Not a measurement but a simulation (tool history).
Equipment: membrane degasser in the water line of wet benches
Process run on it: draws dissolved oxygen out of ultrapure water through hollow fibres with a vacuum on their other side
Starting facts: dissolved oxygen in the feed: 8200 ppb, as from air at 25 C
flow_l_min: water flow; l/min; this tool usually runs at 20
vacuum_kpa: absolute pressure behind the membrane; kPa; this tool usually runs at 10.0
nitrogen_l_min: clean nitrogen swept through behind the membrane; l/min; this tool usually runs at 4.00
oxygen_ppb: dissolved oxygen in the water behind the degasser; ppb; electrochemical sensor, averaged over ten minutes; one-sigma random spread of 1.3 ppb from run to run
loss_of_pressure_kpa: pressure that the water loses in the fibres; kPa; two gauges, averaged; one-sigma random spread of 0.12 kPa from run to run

run	hour	flow_l_min	vacuum_kpa	nitrogen_l_min	oxygen_ppb	loss_of_pressure_kpa
1	0.0	20	10.0	4.00	173.4	45.27
2	70.1	20	10.0	4.00	173.1	45.37
3	188.4	20	10.0	4.00	175.5	45.13
4	253.4	20	10.0	4.00	172.6	45.16
5	392.7	20	10.0	4.00	176.9	45.17
6	480.8	20	10.0	4.00	174.9	45.55
# hour 489.7: vacuum gauge calibrated
7	627.8	20	10.0	4.00	177.8	45.38
8	760.3	20	10.0	4.00	174.4	45.31
9	825.5	20	10.0	4.00	177.8	45.40
10	893.4	20	10.0	4.00	179.8	45.51
11	1031.3	20	10.0	4.00	179.2	45.30
12	1186.6	20	10.0	4.00	177.5	45.42
# hour 1258.8: vacuum gauge calibrated, once more
13	1324.8	20	8.0	4.00	147.4	45.54
14	1453.2	13	15.1	4.79	117.2	29.58
15	1522.4	15	13.6	1.80	253.5	34.28
16	1620.8	28	10.4	1.80	408.6	63.84
17	1685.5	17	14.4	1.81	309.7	38.72
18	1772.1	12	10.0	1.68	149.2	27.54
19	1927.7	12	10.0	1.68	152.9	27.33
20	2079.0	24	10.0	6.79	183.5	54.78
21	2184.8	15	10.0	8.40	83.4	34.32
22	2279.6	20	22.3	4.00	313.5	45.64
23	2386.8	20	22.3	4.00	319.8	45.73

Predict each of these 5 candidate next runs independently; none follows another, all start after run 23:
A	2470.2	13	16.3	8.27	?	?
B	2470.2	30	21.6	5.48	?	?
C	2470.2	20	10.0	3.78	?	?
D	2470.2	31	10.0	2.61	?	?
E	2470.2	15	15.8	1.82	?	?

run	oxygen_ppb	loss_of_pressure_kpa
A	89.9	29.91
B	413.0	68.52
C	179.2	45.79
D	368.7	70.95
E	297.6	34.18
Stripped of hidden state, with their random variation kept, the same runs would have yielded:
run	oxygen_ppb	loss_of_pressure_kpa
A	81.8	28.90
B	388.1	66.19
C	163.4	44.23
D	341.7	68.54
E	283.6	33.01
